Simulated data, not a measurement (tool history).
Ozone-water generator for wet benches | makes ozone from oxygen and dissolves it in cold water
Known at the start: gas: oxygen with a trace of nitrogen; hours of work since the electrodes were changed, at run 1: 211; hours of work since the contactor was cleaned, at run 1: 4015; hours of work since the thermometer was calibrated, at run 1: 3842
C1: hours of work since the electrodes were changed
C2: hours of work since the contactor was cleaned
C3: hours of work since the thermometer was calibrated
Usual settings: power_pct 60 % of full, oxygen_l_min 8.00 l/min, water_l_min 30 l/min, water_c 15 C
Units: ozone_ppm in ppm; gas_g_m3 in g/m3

Run 1, day 0.000: usual settings; C1 211; C2 4015; C3 3842. Result: ozone_ppm 20.6 ppm, gas_g_m3 200.3 g/m3.
Run 2, day 0.933: usual settings; C1 230; C2 4034; C3 3861. Result: ozone_ppm 20.7 ppm, gas_g_m3 200.6 g/m3.
Run 3, day 1.633: usual settings; C1 244; C2 4048; C3 3875. Result: ozone_ppm 20.7 ppm, gas_g_m3 200.6 g/m3.
Run 4, day 2.296: usual settings; C1 258; C2 4062; C3 3889. Result: ozone_ppm 20.6 ppm, gas_g_m3 199.5 g/m3.
Run 5, day 3.192: usual settings; C1 276; C2 4080; C3 3907. Result: ozone_ppm 20.3 ppm, gas_g_m3 198.8 g/m3.
Run 6, day 3.779: usual settings but power_pct 95 % of full; C1 288; C2 4092; C3 3919. Result: ozone_ppm 28.4 ppm, gas_g_m3 269.7 g/m3.
Run 7, day 4.817: usual settings but power_pct 95 % of full; C1 309; C2 4114; C3 3940. Result: ozone_ppm 28.2 ppm, gas_g_m3 275.5 g/m3.
Run 8, day 5.342: usual settings but power_pct 95 % of full, oxygen_l_min 9.92 l/min; C1 320; C2 4124; C3 3951. Result: ozone_ppm 29.4 ppm, gas_g_m3 252.4 g/m3.
Run 9, day 6.117: usual settings but power_pct 95 % of full, oxygen_l_min 9.92 l/min; C1 336; C2 4140; C3 3967. Result: ozone_ppm 28.9 ppm, gas_g_m3 249.7 g/m3.
Run 10, day 7.171: usual settings but power_pct 95 % of full, oxygen_l_min 9.92 l/min; C1 358; C2 4162; C3 3989. Result: ozone_ppm 29.9 ppm, gas_g_m3 249.2 g/m3.
Run 11, day 8.162: usual settings; C1 378; C2 4182; C3 4009. Result: ozone_ppm 20.8 ppm, gas_g_m3 198.3 g/m3.
Run 12, day 8.783: usual settings; C1 391; C2 4195; C3 4022. Result: ozone_ppm 20.7 ppm, gas_g_m3 197.9 g/m3.
Run 13, day 9.850: usual settings; C1 413; C2 4217; C3 4043. Result: ozone_ppm 20.7 ppm, gas_g_m3 200.6 g/m3.
Run 14, day 10.496: usual settings; C1 426; C2 4230; C3 4057. Result: ozone_ppm 21.0 ppm, gas_g_m3 199.3 g/m3.
Run 15, day 11.608: usual settings but power_pct 90 % of full; C1 449; C2 4253; C3 4079. Result: ozone_ppm 27.1 ppm, gas_g_m3 262.5 g/m3.
Run 16, day 12.404: usual settings but power_pct 90 % of full; C1 465; C2 4269; C3 4096. Result: ozone_ppm 26.9 ppm, gas_g_m3 262.3 g/m3.
Run 17, day 13.542: usual settings but power_pct 40 % of full, water_l_min 19 l/min, water_c 14 C; C1 488; C2 4292; C3 4119. Result: ozone_ppm 23.1 ppm, gas_g_m3 151.4 g/m3.
Run 18, day 14.167: usual settings but power_pct 40 % of full, water_l_min 19 l/min, water_c 14 C; C1 501; C2 4305; C3 4132. Result: ozone_ppm 22.9 ppm, gas_g_m3 150.5 g/m3.
Run 19, day 15.142: usual settings but power_pct 65 % of full, oxygen_l_min 12.21 l/min, water_l_min 37 l/min, water_c 8 C; C1 521; C2 4325; C3 4152. Result: ozone_ppm 21.5 ppm, gas_g_m3 178.8 g/m3.
Run 20, day 16.267: usual settings but power_pct 65 % of full, oxygen_l_min 12.21 l/min, water_l_min 37 l/min, water_c 8 C; C1 544; C2 4348; C3 4175. Result: ozone_ppm 21.5 ppm, gas_g_m3 178.9 g/m3.
Run 21, day 17.400: usual settings but water_l_min 47 l/min, water_c 14 C; C1 567; C2 4371; C3 4198. Result: ozone_ppm 13.7 ppm, gas_g_m3 201.5 g/m3.
Run 22, day 17.983: usual settings but power_pct 91 % of full, oxygen_l_min 6.63 l/min, water_l_min 29 l/min, water_c 14 C; C1 579; C2 4383; C3 4210. Result: ozone_ppm 27.1 ppm, gas_g_m3 281.6 g/m3.
At day 18.967: contactor cleaned.
Run 23, day 18.996: usual settings but oxygen_l_min 5.00 l/min, water_l_min 29 l/min; C1 596; C2 1; C3 4227. Result: ozone_ppm 19.9 ppm, gas_g_m3 237.0 g/m3.
Run 24, day 19.804: usual settings but oxygen_l_min 5.53 l/min, water_l_min 36 l/min, water_c 13 C; C1 613; C2 17; C3 4244. Result: ozone_ppm 17.0 ppm, gas_g_m3 229.0 g/m3.
Run 25, day 20.371: usual settings but oxygen_l_min 5.53 l/min, water_l_min 36 l/min, water_c 13 C; C1 625; C2 29; C3 4255. Result: ozone_ppm 17.2 ppm, gas_g_m3 229.8 g/m3.
Run 26, day 21.088: usual settings but oxygen_l_min 5.53 l/min, water_l_min 36 l/min, water_c 13 C; C1 639; C2 43; C3 4270. Result: ozone_ppm 17.0 ppm, gas_g_m3 229.0 g/m3.
Run 27, day 22.096: usual settings but oxygen_l_min 5.53 l/min, water_l_min 45 l/min, water_c 21 C; C1 660; C2 64; C3 4291. Result: ozone_ppm 12.7 ppm, gas_g_m3 229.3 g/m3.
Run 28, day 23.188: usual settings but oxygen_l_min 5.53 l/min, water_l_min 45 l/min, water_c 21 C; C1 682; C2 86; C3 4313. Result: ozone_ppm 12.5 ppm, gas_g_m3 228.3 g/m3.
Run 29, day 24.271: usual settings but power_pct 50 % of full, oxygen_l_min 8.76 l/min, water_l_min 36 l/min, water_c 21 C; C1 704; C2 109; C3 4335. Result: ozone_ppm 15.6 ppm, gas_g_m3 170.1 g/m3.
Run 30, day 25.075: usual settings but power_pct 50 % of full, oxygen_l_min 9.21 l/min, water_l_min 36 l/min, water_c 9 C; C1 721; C2 125; C3 4352. Result: ozone_ppm 18.1 ppm, gas_g_m3 167.0 g/m3.
Run 31, day 25.700: usual settings but power_pct 44 % of full; C1 734; C2 138; C3 4365. Result: ozone_ppm 17.7 ppm, gas_g_m3 161.5 g/m3.
Run 32, day 26.633: usual settings but power_pct 44 % of full; C1 753; C2 157; C3 4384. Result: ozone_ppm 17.4 ppm, gas_g_m3 160.3 g/m3.

5 ways to go on from here, each from the tool as it stands after run 32. What would each give?
Run A, day 27.158: usual settings but power_pct 44 % of full, oxygen_l_min 4.72 l/min, water_l_min 47 l/min; C1 764; C2 168; C3 4394. Result: ozone_ppm ?, gas_g_m3 ?.
Run B, day 27.158: usual settings but power_pct 44 % of full, water_c 22 C; C1 764; C2 168; C3 4394. Result: ozone_ppm ?, gas_g_m3 ?.
Run C, day 27.158: usual settings but power_pct 84 % of full, oxygen_l_min 4.28 l/min, water_l_min 25 l/min; C1 764; C2 168; C3 4394. Result: ozone_ppm ?, gas_g_m3 ?.
Run D, day 27.158: usual settings but power_pct 52 % of full, oxygen_l_min 6.35 l/min, water_l_min 37 l/min; C1 764; C2 168; C3 4394. Result: ozone_ppm ?, gas_g_m3 ?.
Run E, day 27.158: usual settings but power_pct 44 % of full, oxygen_l_min 8.88 l/min, water_c 19 C; C1 764; C2 168; C3 4394. Result: ozone_ppm ?, gas_g_m3 ?.

run  ozone_ppm  gas_g_m3
  A        9.7     196.5
  B       15.8     161.4
  C       27.5     315.8
  D       15.2     197.7
  E       16.8     155.2
Without the tool's hidden state the same runs would have given:
run  ozone_ppm  gas_g_m3
  A        9.8     197.6
  B       16.0     162.3
  C       27.9     318.5
  D       15.3     198.9
  E       16.9     156.0

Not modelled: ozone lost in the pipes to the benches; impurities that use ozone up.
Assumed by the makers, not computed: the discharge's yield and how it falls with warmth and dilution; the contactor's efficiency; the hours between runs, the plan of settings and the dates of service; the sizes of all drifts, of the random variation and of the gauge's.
